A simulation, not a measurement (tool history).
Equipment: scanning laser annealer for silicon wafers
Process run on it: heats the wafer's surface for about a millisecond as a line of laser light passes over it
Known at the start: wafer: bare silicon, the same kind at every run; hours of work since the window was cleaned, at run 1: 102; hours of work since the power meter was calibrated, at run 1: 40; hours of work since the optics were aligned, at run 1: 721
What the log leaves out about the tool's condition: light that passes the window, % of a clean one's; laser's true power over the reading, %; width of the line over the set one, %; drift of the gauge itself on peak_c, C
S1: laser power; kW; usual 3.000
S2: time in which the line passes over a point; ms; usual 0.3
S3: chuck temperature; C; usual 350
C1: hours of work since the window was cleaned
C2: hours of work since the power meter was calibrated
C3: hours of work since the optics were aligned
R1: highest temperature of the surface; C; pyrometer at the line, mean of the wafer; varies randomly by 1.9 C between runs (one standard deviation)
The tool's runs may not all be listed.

run  hour     S1   S2   S3   C1  C2   C3    R1
  1   0.0  3.000  0.3  350  102  40  721  1102
  2  12.0  3.030  0.3  350  108  46  727  1113
  3  30.2  3.228  0.3  350  117  55  736  1169
  4  51.7  3.228  0.3  350  127  66  747  1169
  5  72.4  3.228  0.3  350  138  76  758  1168
  6  90.1  3.228  0.3  350  147  85  766  1168

Estimate the outcome of run 7 from the log above:
  7  112.8  2.817  0.3  350  158  96  778   ?

Logged for run 7: R1 1043 C.
Minus the tool's unlogged condition, the same run would have read R1 1061 C.
